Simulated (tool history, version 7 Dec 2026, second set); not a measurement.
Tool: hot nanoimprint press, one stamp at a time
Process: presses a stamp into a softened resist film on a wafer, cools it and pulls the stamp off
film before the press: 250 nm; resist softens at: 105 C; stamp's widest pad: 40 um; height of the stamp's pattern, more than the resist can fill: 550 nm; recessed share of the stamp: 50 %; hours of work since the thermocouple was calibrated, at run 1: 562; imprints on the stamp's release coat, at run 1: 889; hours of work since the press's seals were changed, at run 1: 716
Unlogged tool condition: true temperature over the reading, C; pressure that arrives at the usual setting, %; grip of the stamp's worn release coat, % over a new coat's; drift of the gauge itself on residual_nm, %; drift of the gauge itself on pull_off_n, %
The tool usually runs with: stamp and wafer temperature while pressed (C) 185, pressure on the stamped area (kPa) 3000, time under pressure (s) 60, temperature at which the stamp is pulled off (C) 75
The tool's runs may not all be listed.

run	day	stamp and wafer temperature while pressed (C)	pressure on the stamped area (kPa)	time under pressure (s)	temperature at which the stamp is pulled off (C)	hours of work since the thermocouple was calibrated	imprints on the stamp's release coat	hours of work since the press's seals were changed	resist left under the stamp's widest pad (angstrom)	greatest force while the stamp is pulled off (N)
1	0.000	185	3000	60	75	562	889	716	1438	205
2	0.683	185	3000	60	75	574	942	727	1449	200
# day 1.550: plate thermocouple calibrated
3	1.612	185	3000	60	75	1	1005	740	1446	205
4	2.242	185	3000	60	75	12	1054	751	1446	199
5	3.421	185	3000	47	75	31	1146	771	1574	206
6	4.529	185	3000	60	75	50	1233	789	1438	207
7	5.175	185	3000	60	75	61	1283	800	1446	207
8	6.533	185	3000	60	75	84	1389	823	1445	202
9	7.725	185	3000	60	75	104	1482	843	1438	202
10	8.462	185	3000	60	75	116	1540	855	1445	205
11	9.658	185	3000	60	75	136	1633	875	1452	207
12	10.696	185	3000	41	75	153	1714	893	1630	200
13	12.088	185	3000	41	75	177	1823	916	1623	206
14	13.400	185	3000	41	75	199	1925	938	1620	212
15	14.092	185	3000	41	75	210	1979	950	1629	200
16	14.883	185	3000	41	75	224	2041	963	1614	208
17	16.225	185	3000	41	75	246	2146	986	1642	200
18	17.100	185	3000	41	75	261	2214	1000	1633	208
19	18.433	185	3000	68	71	283	2319	1023	1414	232
# day 18.888: press's hydraulic seals changed and the load cell set to zero
# day 19.671: stamp cleaned and given a new release coat
20	19.833	185	3000	68	71	297	13	12	1388	234
21	20.992	174	3000	37	75	316	103	31	2126	198
22	21.904	174	3000	37	75	332	175	46	2134	202
23	22.962	187	3000	86	68	350	257	64	1185	240
24	24.296	187	3000	86	68	372	361	87	1180	249
25	25.388	187	3000	86	68	390	447	105	1210	247
26	25.971	177	3000	89	75	400	492	115	1664	207
27	27.158	192	2110	30	79	420	585	135	1611	180
28	28.346	192	2110	30	79	440	678	155	1605	177
29	29.500	194	2110	30	79	459	768	174	1521	179
30	30.392	194	2110	91	79	474	838	189	1028	174
31	31.208	183	3610	60	76	488	901	203	1454	204

Across each entry between runs, compare the hidden state at the last listed run before it with the hidden state at the first listed run after it:
Runs 2 to 3: plate thermocouple calibrated (day 1.550)
  true temperature over the reading, C: -0.05 -> 0
Runs 19 to 20: press's hydraulic seals changed and the load cell set to zero (day 18.888); stamp cleaned and given a new release coat (day 19.671)
  pressure that arrives at the usual setting, %: 99.92 -> 99.99; grip of the stamp's worn release coat, % over a new coat's: 0.4 -> 0

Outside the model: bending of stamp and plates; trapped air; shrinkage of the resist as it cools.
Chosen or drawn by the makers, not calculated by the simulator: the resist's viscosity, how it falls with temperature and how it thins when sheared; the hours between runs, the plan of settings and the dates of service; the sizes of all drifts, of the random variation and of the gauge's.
